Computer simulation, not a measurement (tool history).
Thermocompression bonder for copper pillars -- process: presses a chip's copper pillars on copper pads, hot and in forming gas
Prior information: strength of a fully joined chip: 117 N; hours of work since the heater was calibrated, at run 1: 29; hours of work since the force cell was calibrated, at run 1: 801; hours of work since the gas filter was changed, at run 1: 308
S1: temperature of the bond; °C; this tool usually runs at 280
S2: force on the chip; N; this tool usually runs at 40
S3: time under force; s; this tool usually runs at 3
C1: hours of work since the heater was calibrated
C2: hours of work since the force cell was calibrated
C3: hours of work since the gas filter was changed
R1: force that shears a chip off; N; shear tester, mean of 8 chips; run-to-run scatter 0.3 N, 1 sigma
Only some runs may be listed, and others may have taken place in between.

Run 1, hour 0.0: usual settings; C1 29; C2 801; C3 308. Result: R1 60.7 N.
Run 2, hour 18.4: usual settings; C1 37; C2 809; C3 316. Result: R1 60.5 N.
Run 3, hour 42.0: usual settings; C1 47; C2 819; C3 326. Result: R1 60.7 N.
Run 4, hour 75.7: usual settings; C1 61; C2 834; C3 340. Result: R1 60.6 N.
Run 5, hour 106.3: usual settings; C1 74; C2 847; C3 353. Result: R1 60.4 N.
At hour 143.5: forming gas filter changed.
Run 6, hour 143.5: usual settings but S1 255 °C; C1 90; C2 862; C3 0. Result: R1 43.4 N.
Run 7, hour 159.2: usual settings but S1 255 °C; C1 96; C2 869; C3 7. Result: R1 43.4 N.
Run 8, hour 179.6: usual settings but S1 255 °C; C1 105; C2 878; C3 15. Result: R1 43.4 N.
Run 9, hour 216.6: usual settings but S1 255 °C; C1 121; C2 893; C3 31. Result: R1 43.3 N.
Run 10, hour 232.3: usual settings; C1 127; C2 900; C3 38. Result: R1 60.6 N.
Run 11, hour 251.0: usual settings; C1 135; C2 908; C3 46. Result: R1 60.9 N.
Run 12, hour 266.2: usual settings but S1 259 °C; C1 142; C2 914; C3 52. Result: R1 46.0 N.
Run 13, hour 299.0: usual settings but S2 42 N; C1 156; C2 928; C3 66. Result: R1 63.5 N.
Run 14, hour 315.8: usual settings but S2 42 N; C1 163; C2 936; C3 73. Result: R1 64.0 N.
Run 15, hour 331.4: usual settings but S2 42 N; C1 170; C2 942; C3 80. Result: R1 63.1 N.
Run 16, hour 366.4: usual settings but S1 284 °C, S2 42 N; C1 185; C2 957; C3 95. Result: R1 66.5 N.
Run 17, hour 398.9: usual settings but S1 291 °C, S2 49 N, S3 6 s; C1 198; C2 971; C3 109. Result: R1 94.5 N.
Run 18, hour 418.4: usual settings but S1 291 °C; C1 207; C2 979; C3 117. Result: R1 68.5 N.
Run 19, hour 434.1: usual settings but S1 277 °C, S3 2 s; C1 213; C2 986; C3 124. Result: R1 51.1 N.
At hour 467.2: force cell calibrated.
Run 20, hour 468.3: usual settings but S1 257 °C, S2 31 N; C1 227; C2 0; C3 138. Result: R1 32.7 N.
Run 21, hour 505.8: usual settings but S2 27 N; C1 243; C2 16; C3 154. Result: R1 38.7 N.
Run 22, hour 528.1: usual settings but S2 25 N, S3 6 s; C1 253; C2 26; C3 163. Result: R1 47.0 N.

Below are 5 alternative next runs, each starting from the tool's condition after run 22. Predict each:
Run A, hour 555.2: usual settings but S1 251 °C, S2 30 N, S3 4 s; C1 264; C2 37; C3 175. Result: R1 ?.
Run B, hour 555.2: usual settings but S1 262 °C, S2 31 N, S3 6 s; C1 264; C2 37; C3 175. Result: R1 ?.
Run C, hour 555.2: usual settings but S2 55 N, S3 6 s; C1 264; C2 37; C3 175. Result: R1 ?.
Run D, hour 555.2: usual settings but S1 301 °C, S2 29 N; C1 264; C2 37; C3 175. Result: R1 ?.
Run E, hour 555.2: usual settings but S1 294 °C, S2 25 N, S3 6 s; C1 264; C2 37; C3 175. Result: R1 ?.

run    R1
  A  31.9
  B  46.4
  C  93.8
  D  55.6
  E  55.7
What these runs would have given with no unlogged condition in the tool:
run    R1
  A  31.9
  B  46.4
  C  93.8
  D  55.6
  E  55.7
